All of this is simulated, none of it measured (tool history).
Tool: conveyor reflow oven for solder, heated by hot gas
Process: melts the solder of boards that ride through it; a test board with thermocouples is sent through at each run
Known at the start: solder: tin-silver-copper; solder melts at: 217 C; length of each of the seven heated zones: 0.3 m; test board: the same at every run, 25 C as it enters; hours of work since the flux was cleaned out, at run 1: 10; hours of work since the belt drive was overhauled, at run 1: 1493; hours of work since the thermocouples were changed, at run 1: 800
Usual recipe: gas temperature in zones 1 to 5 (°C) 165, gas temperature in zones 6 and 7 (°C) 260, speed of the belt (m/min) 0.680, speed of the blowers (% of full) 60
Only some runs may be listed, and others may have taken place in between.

run    hour  gas temperature in zones 1 to 5 (°C)  gas temperature in zones 6 and 7 (°C)  speed of the belt (m/min)  speed of the blowers (% of full)  hours of work since the flux was cleaned out  hours of work since the belt drive was overhauled  hours of work since the thermocouples were changed  highest temperature of the board (°C)  time above the solder's melting point (s)
  1     0.0                                   165                                    260                      0.680                                60                                            10                                               1493                                                 800                                  237.9                                       28.6
  2    58.5                                   165                                    260                      0.680                                60                                            49                                               1532                                                 839                                  237.6                                       28.3
  3    90.8                                   165                                    260                      0.680                                60                                            71                                               1554                                                 860                                  237.5                                       28.0
  4   149.2                                   165                                    260                      0.680                                60                                           110                                               1593                                                 899                                  237.1                                       27.4
  5   200.7                                   165                                    260                      0.680                                60                                           144                                               1628                                                 934                                  236.3                                       27.2
      218.2  -- flux residue cleaned out of gas plates and filters
  6   257.7                                   167                                    260                      0.680                                60                                            26                                               1662                                                 969                                  236.3                                       27.6
      287.3  -- belt drive overhauled, speed set with a stopwatch
  7   306.8                                   167                                    260                      0.680                                60                                            57                                                 13                                                 999                                  234.6                                       24.4
  8   340.5                                   167                                    260                      0.680                                59                                            79                                                 36                                                1021                                  233.9                                       23.8
  9   372.0                                   165                                    275                      0.680                                60                                           100                                                 57                                                1042                                  245.6                                       32.3
 10   414.7                                   165                                    271                      0.680                                60                                           129                                                 85                                                1071                                  241.9                                       29.7
      459.1  -- flux residue cleaned out of gas plates and filters, once more
 11   478.6                                   165                                    271                      0.680                                60                                            13                                                125                                                1110                                  245.2                                       32.3
 12   524.4                                   165                                    271                      0.680                                60                                            44                                                155                                                1141                                  244.5                                       32.1
      574.9  -- thermocouples of zones 6 and 7 changed
 13   575.0                                   172                                    260                      0.680                                60                                            76                                                188                                                   0                                  239.1                                       29.7
 14   619.3                                   163                                    260                      0.680                                60                                           106                                                217                                                  30                                  236.7                                       25.7
 15   677.5                                   165                                    263                      0.680                                60                                           145                                                256                                                  69                                  239.3                                       28.2
      698.2  -- flux residue cleaned out of gas plates and filters
 16   719.7                                   151                                    260                      0.680                                59                                            14                                                281                                                  93                                  234.2                                       21.6
 17   767.8                                   151                                    260                      0.680                                59                                            46                                                313                                                 126                                  233.9                                       21.3
 18   806.9                                   165                                    260                      0.680                                63                                            73                                                339                                                 152                                  238.1                                       27.7
 19   849.1                                   165                                    260                      0.680                                63                                           101                                                368                                                 180                                  237.6                                       27.3
 20   900.2                                   165                                    260                      0.680                                63                                           135                                                402                                                 214                                  237.6                                       27.2
      935.2  -- flux residue cleaned out of gas plates and filters
 21   965.1                                   151                                    273                      0.680                                80                                            20                                                442                                                 254                                  250.8                                       34.0
 22  1018.7                                   151                                    273                      0.680                                80                                            56                                                478                                                 290                                  250.3                                       33.7
 23  1044.0                                   151                                    273                      0.680                                80                                            73                                                494                                                 307                                  250.1                                       33.6
 24  1089.4                                   151                                    270                      0.555                                80                                           103                                                525                                                 337                                  254.1                                       45.8
 25  1122.1                                   151                                    270                      0.555                                80                                           125                                                547                                                 359                                  254.1                                       45.5
     1169.4  -- flux residue cleaned out of gas plates and filters
 26  1172.7                                   151                                    270                      0.555                                80                                             2                                                577                                                 390                                  255.2                                       46.4
 27  1229.3                                   156                                    269                      0.631                                52                                            40                                                615                                                 427                                  243.0                                       31.7
 28  1290.9                                   156                                    275                      0.664                                52                                            81                                                656                                                 469                                  244.9                                       31.5
 29  1343.6                                   165                                    274                      0.680                                60                                           117                                                691                                                 504                                  247.7                                       34.3

Each row is a separate what-if for the run after 29, all from the same tool condition, not one after another. Results?
     1402.3  -- flux residue cleaned out of gas plates and filters
  A  1410.2                                   165                                    269                      0.612                                60                                             5                                                733                                                 545                                      ?                                          ?
     1402.3  -- flux residue cleaned out of gas plates and filters
  B  1410.2                                   180                                    260                      0.680                                60                                             5                                                733                                                 545                                      ?                                          ?
     1402.3  -- flux residue cleaned out of gas plates and filters
  C  1410.2                                   172                                    274                      0.680                                60                                             5                                                733                                                 545                                      ?                                          ?

run  highest temperature of the board (°C)  time above the solder's melting point (s)
  A                                  248.4                                       40.0
  B                                  240.6                                       34.0
  C                                  250.3                                       37.6
With the hidden condition removed and each run's random variation left untouched, the same runs would have given:
run  highest temperature of the board (°C)  time above the solder's melting point (s)
  A                                  249.3                                       39.6
  B                                  241.6                                       33.9
  C                                  251.1                                       37.2
